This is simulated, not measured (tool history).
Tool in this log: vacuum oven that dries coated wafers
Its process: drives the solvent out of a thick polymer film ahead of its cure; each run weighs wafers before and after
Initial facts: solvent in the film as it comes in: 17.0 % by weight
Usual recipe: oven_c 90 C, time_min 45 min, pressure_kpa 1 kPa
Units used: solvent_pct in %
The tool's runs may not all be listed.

run,hour,oven_c,time_min,pressure_kpa,solvent_pct
1,0,90,45,1,1.03
2,8.3,90,45,1,0.94
3,16.3,76,45,1,3.25
4,31.5,76,45,1,3.26
5,46.3,76,45,1,3.39
6,57.4,90,45,1.35,1.12
7,67.3,90,62,3.13,1.7
8,78.9,90,62,3.13,1.71
9,93.5,105,39,2.21,0.77
10,105.1,90,54,0.97,0.78
11,113.2,90,35,0.96,1.55

Some steps in solvent_pct, run to run, broken into two amounts with sign: the step expected even without the hidden condition (settings, incoming material, random variation), and the rest, left for the hidden condition together with whatever gauge scatter is not in both the measured and the hidden-condition-free result:
The hidden state here: true wafer temperature over the reading, C; true pressure over the reading, kPa; drift of the gauge itself on solvent_pct, %.
Run 2 -> 3: oven_c 90 -> 76. solvent_pct +2.31 %: hidden state +0.13, all else +2.18.

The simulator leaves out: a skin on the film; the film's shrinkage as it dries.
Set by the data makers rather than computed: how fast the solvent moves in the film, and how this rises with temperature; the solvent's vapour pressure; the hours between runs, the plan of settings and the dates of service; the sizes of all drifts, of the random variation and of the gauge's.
